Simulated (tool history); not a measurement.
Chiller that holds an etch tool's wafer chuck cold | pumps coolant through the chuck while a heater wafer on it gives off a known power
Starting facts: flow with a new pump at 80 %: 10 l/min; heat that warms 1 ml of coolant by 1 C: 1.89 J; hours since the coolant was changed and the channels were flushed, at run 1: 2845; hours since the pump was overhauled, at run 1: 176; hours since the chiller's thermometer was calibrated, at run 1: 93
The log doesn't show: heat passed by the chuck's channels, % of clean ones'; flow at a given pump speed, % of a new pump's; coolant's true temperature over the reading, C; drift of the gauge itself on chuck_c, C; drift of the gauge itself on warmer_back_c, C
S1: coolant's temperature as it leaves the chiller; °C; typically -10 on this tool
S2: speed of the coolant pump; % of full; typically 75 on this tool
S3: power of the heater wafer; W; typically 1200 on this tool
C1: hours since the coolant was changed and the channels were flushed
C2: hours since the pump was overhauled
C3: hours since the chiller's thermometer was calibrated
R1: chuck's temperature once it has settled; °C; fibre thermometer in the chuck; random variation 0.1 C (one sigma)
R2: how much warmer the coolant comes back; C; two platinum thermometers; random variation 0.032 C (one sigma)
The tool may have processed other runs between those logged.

run    hour   S1  S2    S3    C1    C2    C3    R1    R2
  1     0.0  -10  75  1200  2845   176    93   6.0  4.10
  2    67.7  -10  75  1200  2913   243   161   6.1  4.03
  3   141.3   -1  75  1200  2986   317   234  15.2  4.12
  4   216.1   -1  75  1200  3061   392   309  15.3  4.14
  5   269.9   -1  75   670  3115   446   363   8.3  2.28
  6   326.2  -10  75   850  3171   502   419   1.5  2.95
  7   395.7  -10  75   850  3241   571   489   1.5  2.93
  8   471.7  -10  75   850  3317   647   565   1.8  2.92
  9   546.8  -16  75  1200  3392   722   640   0.6  4.11
 10   626.0  -10  75   692  3471   802   719  -0.3  2.39
 11   711.4  -10  75   692  3557   887   804  -0.3  2.40
 12   773.4  -10  75   692  3619   949   866  -0.2  2.37
 13   844.2  -20  75  1200  3689  1020   937  -3.3  4.19
 14   905.1  -10  75  1200  3750  1081   998   6.9  4.13
 15   964.1  -10  75  1200  3809  1140  1057   7.1  4.19
 16  1039.5  -10  75  1200  3885  1215  1132   6.9  4.16
 17  1119.6  -14  72  1200  3965  1295  1213   3.4  4.40
 18  1188.3  -14  72  1200  4033  1364  1281   3.7  4.40
     1254.4  -- coolant changed, channels flushed
 19  1280.2  -14  72  1200    26  1450  1367   2.5  4.41
 20  1329.9  -14  72  1200    75  1499  1417   2.6  4.47
 21  1385.2   -1  75  1200   131  1555  1472  15.1  4.30
 22  1420.3  -18  75  1105   166  1590  1507  -3.3  3.90
 23  1490.1  -18  75  1105   236  1660  1577  -3.2  3.95
 24  1528.8   -9  75  1267   274  1698  1616   8.0  4.51
 25  1589.8   -9  75  1267   335  1759  1677   8.1  4.52
 26  1664.8   -1  83  1200   410  1834  1752  14.3  3.81
 27  1734.4  -15  92  1620   480  1904  1821   4.1  4.54
 28  1808.1  -17  86  1200   554  1978  1895  -2.0  3.65
 29  1863.4  -10  75  1531   609  2033  1950  10.9  5.51

Pick out some run-to-run changes in R1. Of each, how much would a tool without hidden state show as well, from the settings, what came in and chance, and how much is left for the hidden state and any gauge scatter not in both results compared?
Run 12 -> 13: S1 -10 -> -20, S3 692 -> 1200. R1 -3.1 °C: hidden state +0.7, all else -3.8.
Run 18 -> 19: coolant changed, channels flushed. R1 -1.2 °C: hidden state -1.1, all else -0.1.
Run 21 -> 22: S1 -1 -> -18, S3 1200 -> 1105. R1 -18.4 °C: hidden state +0.0, all else -18.4.
Run 28 -> 29: S1 -17 -> -10, S2 86 -> 75, S3 1200 -> 1531. R1 +12.9 °C: hidden state +0.4, all else +12.5.
